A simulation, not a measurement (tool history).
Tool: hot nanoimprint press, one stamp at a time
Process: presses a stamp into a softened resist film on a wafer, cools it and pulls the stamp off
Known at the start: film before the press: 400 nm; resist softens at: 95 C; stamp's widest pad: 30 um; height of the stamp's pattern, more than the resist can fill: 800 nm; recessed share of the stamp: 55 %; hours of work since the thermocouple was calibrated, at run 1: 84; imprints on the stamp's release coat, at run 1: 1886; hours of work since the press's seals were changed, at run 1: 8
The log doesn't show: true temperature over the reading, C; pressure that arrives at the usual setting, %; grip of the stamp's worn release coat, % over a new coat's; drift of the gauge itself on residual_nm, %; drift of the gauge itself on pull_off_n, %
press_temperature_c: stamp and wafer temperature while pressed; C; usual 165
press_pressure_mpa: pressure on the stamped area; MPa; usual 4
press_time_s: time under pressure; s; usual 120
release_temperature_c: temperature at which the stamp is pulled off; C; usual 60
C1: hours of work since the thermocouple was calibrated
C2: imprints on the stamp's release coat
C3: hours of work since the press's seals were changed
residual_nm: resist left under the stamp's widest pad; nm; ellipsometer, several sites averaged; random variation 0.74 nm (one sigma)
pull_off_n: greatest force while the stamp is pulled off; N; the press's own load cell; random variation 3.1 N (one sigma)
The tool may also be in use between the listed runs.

{"run": 1, "day": 0.0, "press_temperature_c": 165, "press_pressure_mpa": 4, "press_time_s": 120, "release_temperature_c": 60, "C1": 84, "C2": 1886, "C3": 8, "residual_nm": 153.3, "pull_off_n": 257}
{"run": 2, "day": 0.779, "press_temperature_c": 165, "press_pressure_mpa": 4, "press_time_s": 85, "release_temperature_c": 60, "C1": 98, "C2": 1972, "C3": 22, "residual_nm": 171.9, "pull_off_n": 258}
{"day": 1.658, "done": "stamp cleaned and given a new release coat"}
{"run": 3, "day": 1.746, "press_temperature_c": 165, "press_pressure_mpa": 4, "press_time_s": 85, "release_temperature_c": 60, "C1": 112, "C2": 9, "C3": 35, "residual_nm": 173.5, "pull_off_n": 151}
{"run": 4, "day": 2.346, "press_temperature_c": 165, "press_pressure_mpa": 4.13, "press_time_s": 120, "release_temperature_c": 60, "C1": 122, "C2": 75, "C3": 46, "residual_nm": 150.3, "pull_off_n": 149}
{"run": 5, "day": 3.0, "press_temperature_c": 165, "press_pressure_mpa": 4.13, "press_time_s": 120, "release_temperature_c": 60, "C1": 134, "C2": 147, "C3": 58, "residual_nm": 150.9, "pull_off_n": 156}
{"run": 6, "day": 3.583, "press_temperature_c": 165, "press_pressure_mpa": 4.13, "press_time_s": 120, "release_temperature_c": 60, "C1": 145, "C2": 210, "C3": 69, "residual_nm": 149.5, "pull_off_n": 163}
{"run": 7, "day": 4.358, "press_temperature_c": 165, "press_pressure_mpa": 4, "press_time_s": 74, "release_temperature_c": 60, "C1": 159, "C2": 295, "C3": 83, "residual_nm": 183.2, "pull_off_n": 157}
{"run": 8, "day": 5.075, "press_temperature_c": 165, "press_pressure_mpa": 4, "press_time_s": 120, "release_temperature_c": 60, "C1": 172, "C2": 374, "C3": 96, "residual_nm": 155.7, "pull_off_n": 168}
{"run": 9, "day": 5.612, "press_temperature_c": 165, "press_pressure_mpa": 4, "press_time_s": 120, "release_temperature_c": 52, "C1": 182, "C2": 433, "C3": 105, "residual_nm": 155.9, "pull_off_n": 191}
{"run": 10, "day": 6.042, "press_temperature_c": 165, "press_pressure_mpa": 4, "press_time_s": 120, "release_temperature_c": 52, "C1": 190, "C2": 480, "C3": 113, "residual_nm": 155.5, "pull_off_n": 196}
{"run": 11, "day": 6.662, "press_temperature_c": 165, "press_pressure_mpa": 4, "press_time_s": 120, "release_temperature_c": 52, "C1": 201, "C2": 547, "C3": 125, "residual_nm": 155.7, "pull_off_n": 198}
{"run": 12, "day": 7.362, "press_temperature_c": 165, "press_pressure_mpa": 4, "press_time_s": 239, "release_temperature_c": 52, "C1": 214, "C2": 624, "C3": 137, "residual_nm": 121.5, "pull_off_n": 201}
{"run": 13, "day": 8.117, "press_temperature_c": 165, "press_pressure_mpa": 4, "press_time_s": 239, "release_temperature_c": 52, "C1": 227, "C2": 707, "C3": 151, "residual_nm": 122.2, "pull_off_n": 211}
{"run": 14, "day": 8.75, "press_temperature_c": 165, "press_pressure_mpa": 4, "press_time_s": 239, "release_temperature_c": 52, "C1": 239, "C2": 776, "C3": 162, "residual_nm": 121.2, "pull_off_n": 207}
{"run": 15, "day": 9.092, "press_temperature_c": 165, "press_pressure_mpa": 4, "press_time_s": 239, "release_temperature_c": 58, "C1": 245, "C2": 814, "C3": 169, "residual_nm": 121.5, "pull_off_n": 197}
{"run": 16, "day": 9.479, "press_temperature_c": 157, "press_pressure_mpa": 5.39, "press_time_s": 216, "release_temperature_c": 46, "C1": 252, "C2": 856, "C3": 176, "residual_nm": 162.3, "pull_off_n": 228}
{"run": 17, "day": 10.117, "press_temperature_c": 163, "press_pressure_mpa": 3.26, "press_time_s": 164, "release_temperature_c": 46, "C1": 264, "C2": 926, "C3": 187, "residual_nm": 175, "pull_off_n": 237}
{"day": 10.296, "done": "plate thermocouple calibrated"}
{"run": 18, "day": 10.567, "press_temperature_c": 163, "press_pressure_mpa": 3.26, "press_time_s": 164, "release_temperature_c": 46, "C1": 5, "C2": 961, "C3": 193, "residual_nm": 179.2, "pull_off_n": 244}
{"run": 19, "day": 10.983, "press_temperature_c": 170, "press_pressure_mpa": 4, "press_time_s": 88, "release_temperature_c": 60, "C1": 13, "C2": 1007, "C3": 201, "residual_nm": 144, "pull_off_n": 210}
{"run": 20, "day": 11.417, "press_temperature_c": 159, "press_pressure_mpa": 4, "press_time_s": 88, "release_temperature_c": 50, "C1": 20, "C2": 1054, "C3": 209, "residual_nm": 237.8, "pull_off_n": 246}
{"run": 21, "day": 12.158, "press_temperature_c": 157, "press_pressure_mpa": 4.41, "press_time_s": 88, "release_temperature_c": 67, "C1": 34, "C2": 1135, "C3": 222, "residual_nm": 247.1, "pull_off_n": 193}
{"run": 22, "day": 12.596, "press_temperature_c": 157, "press_pressure_mpa": 4.41, "press_time_s": 88, "release_temperature_c": 66, "C1": 42, "C2": 1183, "C3": 230, "residual_nm": 247.4, "pull_off_n": 198}
{"day": 12.996, "done": "plate thermocouple calibrated, once more"}
{"run": 23, "day": 13.071, "press_temperature_c": 158, "press_pressure_mpa": 4, "press_time_s": 82, "release_temperature_c": 60, "C1": 1, "C2": 1221, "C3": 236, "residual_nm": 234.8, "pull_off_n": 218}
{"run": 24, "day": 13.792, "press_temperature_c": 158, "press_pressure_mpa": 4, "press_time_s": 135, "release_temperature_c": 51, "C1": 14, "C2": 1300, "C3": 250, "residual_nm": 201.6, "pull_off_n": 248}
{"run": 25, "day": 14.188, "press_temperature_c": 158, "press_pressure_mpa": 4.67, "press_time_s": 68, "release_temperature_c": 51, "C1": 22, "C2": 1344, "C3": 257, "residual_nm": 232.5, "pull_off_n": 244}
{"run": 26, "day": 14.95, "press_temperature_c": 154, "press_pressure_mpa": 4, "press_time_s": 85, "release_temperature_c": 60, "C1": 35, "C2": 1427, "C3": 271, "residual_nm": 273.8, "pull_off_n": 228}
{"run": 27, "day": 15.304, "press_temperature_c": 154, "press_pressure_mpa": 4, "press_time_s": 98, "release_temperature_c": 64, "C1": 42, "C2": 1466, "C3": 277, "residual_nm": 263.4, "pull_off_n": 214}
{"run": 28, "day": 15.775, "press_temperature_c": 165, "press_pressure_mpa": 4.15, "press_time_s": 120, "release_temperature_c": 52, "C1": 51, "C2": 1518, "C3": 286, "residual_nm": 149.1, "pull_off_n": 252}
{"run": 29, "day": 16.096, "press_temperature_c": 165, "press_pressure_mpa": 4.15, "press_time_s": 120, "release_temperature_c": 52, "C1": 56, "C2": 1552, "C3": 291, "residual_nm": 147, "pull_off_n": 264}

Forecast each of these 5 alternatives for the next run:
{"run": "A", "day": 16.762, "press_temperature_c": 168, "press_pressure_mpa": 4.15, "press_time_s": 60, "release_temperature_c": 50, "C1": 68, "C2": 1626, "C3": 304, "residual_nm": "?", "pull_off_n": "?"}
{"run": "B", "day": 16.762, "press_temperature_c": 165, "press_pressure_mpa": 4, "press_time_s": 147, "release_temperature_c": 60, "C1": 68, "C2": 1626, "C3": 304, "residual_nm": "?", "pull_off_n": "?"}
{"run": "C", "day": 16.762, "press_temperature_c": 158, "press_pressure_mpa": 3.2, "press_time_s": 120, "release_temperature_c": 52, "C1": 68, "C2": 1626, "C3": 304, "residual_nm": "?", "pull_off_n": "?"}
{"run": "D", "day": 16.762, "press_temperature_c": 162, "press_pressure_mpa": 4.15, "press_time_s": 120, "release_temperature_c": 52, "C1": 68, "C2": 1626, "C3": 304, "residual_nm": "?", "pull_off_n": "?"}
{"run": "E", "day": 16.762, "press_temperature_c": 165, "press_pressure_mpa": 4.15, "press_time_s": 126, "release_temperature_c": 52, "C1": 68, "C2": 1626, "C3": 304, "residual_nm": "?", "pull_off_n": "?"}

run=A residual_nm=165.7 pull_off_n=264
run=B residual_nm=141.6 pull_off_n=247
run=C residual_nm=234.3 pull_off_n=258
run=D residual_nm=170 pull_off_n=260
run=E residual_nm=146.5 pull_off_n=262
Without the tool's hidden state the same runs would have given:
run=A residual_nm=163.7 pull_off_n=161
run=B residual_nm=139.8 pull_off_n=151
run=C residual_nm=232.1 pull_off_n=157
run=D residual_nm=167.9 pull_off_n=158
run=E residual_nm=144.6 pull_off_n=160
